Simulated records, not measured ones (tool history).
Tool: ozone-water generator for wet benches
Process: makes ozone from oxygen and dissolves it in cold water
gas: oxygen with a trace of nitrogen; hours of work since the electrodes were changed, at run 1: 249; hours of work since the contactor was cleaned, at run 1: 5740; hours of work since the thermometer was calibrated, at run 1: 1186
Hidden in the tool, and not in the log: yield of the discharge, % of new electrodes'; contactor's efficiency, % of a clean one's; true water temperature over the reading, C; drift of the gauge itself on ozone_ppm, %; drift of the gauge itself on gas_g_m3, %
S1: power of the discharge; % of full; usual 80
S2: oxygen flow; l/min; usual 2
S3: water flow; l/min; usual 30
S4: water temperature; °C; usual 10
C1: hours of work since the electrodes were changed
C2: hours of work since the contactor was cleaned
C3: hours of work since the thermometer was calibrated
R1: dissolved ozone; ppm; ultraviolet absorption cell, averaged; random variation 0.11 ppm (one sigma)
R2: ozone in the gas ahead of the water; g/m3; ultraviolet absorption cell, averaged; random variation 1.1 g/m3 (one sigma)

run,hour,S1,S2,S3,S4,C1,C2,C3,R1,R2
1,0,80,2,30,10,249,5740,1186,6.8,197.5
2,71.1,80,2,30,10,317,5808,1255,6.8,197.6
3,137.4,80,2,30,10,382,5873,1319,6.9,196.4
4,184.1,80,2,30,10,427,5918,1364,6.8,195.7
5,259.4,80,2,30,10,499,5990,1437,6.8,195.5
6,334,80,2,30,10,571,6062,1509,6.8,195.1
7,394.9,80,2,30,10,630,6121,1568,6.8,194.8
8,470.9,80,2,30,10,704,6195,1641,6.9,195.1
# hour 514.4: contactor cleaned
9,559.8,80,2,30,10,786,44,1723,6.4,196.2
10,606,80,2,30,10,830,88,1768,6.6,194.4
11,678.5,80,2,31,10,900,158,1838,6.2,195.1
12,760.5,80,2,31,10,980,238,1917,6.6,195.3
# hour 777.9: contactor cleaned, once more
13,838.9,85,2,43,18,1051,59,1989,4.4,200
14,899.6,48,2.14,32,7,1110,118,2047,4.6,131.1
15,950.9,88,2.14,32,14,1160,167,2097,6.8,199.1
16,1036.6,84,3.37,41,12,1242,250,2180,5.4,145.9
17,1122.1,84,3.37,41,9,1325,332,2262,5.5,147
18,1187.4,84,3.37,41,9,1388,396,2325,5.4,146.8
19,1235.1,62,2.99,23,13,1434,442,2371,8.3,127.8
20,1280.3,43,2,30,10,1478,485,2415,4.5,126.2
21,1350.6,80,1.08,30,7,1546,553,2483,5.8,279.3

The same runs without the tool's hidden state, with the same run-to-run variation:
run,R1,R2
1,7,197.4
2,7.1,197.7
3,7.2,196.7
4,7.1,196.2
5,7,196.3
6,7.1,196.1
7,7.1,196
8,7.2,196.6
9,6.9,198
10,7.1,196.4
11,6.6,197.3
12,7.1,197.8
13,4.5,202.9
14,4.7,132.5
15,7,202.4
16,5.5,148.6
17,5.7,150
18,5.6,149.9
19,8.5,130.1
20,4.6,127.9
21,6,285.8

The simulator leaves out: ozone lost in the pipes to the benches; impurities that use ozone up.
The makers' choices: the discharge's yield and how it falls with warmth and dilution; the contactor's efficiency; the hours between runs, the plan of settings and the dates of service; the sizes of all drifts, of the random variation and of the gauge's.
